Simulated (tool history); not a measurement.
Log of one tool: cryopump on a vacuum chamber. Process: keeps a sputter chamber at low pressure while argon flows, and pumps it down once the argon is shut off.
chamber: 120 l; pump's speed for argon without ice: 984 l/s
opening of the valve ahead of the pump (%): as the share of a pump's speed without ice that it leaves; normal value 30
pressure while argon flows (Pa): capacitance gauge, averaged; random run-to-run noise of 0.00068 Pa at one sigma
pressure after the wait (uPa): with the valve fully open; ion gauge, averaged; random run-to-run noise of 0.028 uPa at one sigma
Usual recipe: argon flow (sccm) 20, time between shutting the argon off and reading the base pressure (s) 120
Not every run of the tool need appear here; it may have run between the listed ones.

| run | hour | argon flow (sccm) | time between shutting the argon off and reading the base pressure (s) | opening of the valve ahead of the pump (%) | pressure while argon flows (Pa) | pressure after the wait (uPa) |
|---|---|---|---|---|---|---|
| 1 | 0.0 | 20 | 120 | 30 | 0.1178 | 3.67 |
| 2 | 15.7 | 20 | 111 | 30 | 0.1160 | 3.81 |
| 3 | 37.1 | 12 | 120 | 30 | 0.0713 | 3.87 |
| 4 | 57.9 | 12 | 120 | 30 | 0.0716 | 3.76 |
| 5 | 69.8 | 20 | 120 | 30 | 0.1191 | 3.85 |
| 6 | 87.0 | 20 | 120 | 30 | 0.1196 | 3.88 |
| 7 | 106.2 | 20 | 120 | 30 | 0.1196 | 3.97 |
| 8 | 123.8 | 20 | 43 | 30 | 0.1192 | 5.64 |
| 9 | 138.6 | 20 | 39 | 30 | 0.1200 | 5.93 |
| 10 | 148.1 | 20 | 120 | 30 | 0.1217 | 3.93 |
| 11 | 157.3 | 17 | 120 | 20 | 0.1509 | 4.01 |
| 12 | 174.3 | 17 | 120 | 20 | 0.1510 | 4.13 |

Run 13 is up next; what results do you expect?
| 13 | 191.9 | 20 | 120 | 19 | ? | ? |

{"run 13": {"pressure while argon flows (Pa)": 0.1884, "pressure after the wait (uPa)": 4.28}}
The same run, on a tool lacking any hidden state, would have yielded pressure while argon flows (Pa) 0.1813, pressure after the wait (uPa) 1.30.
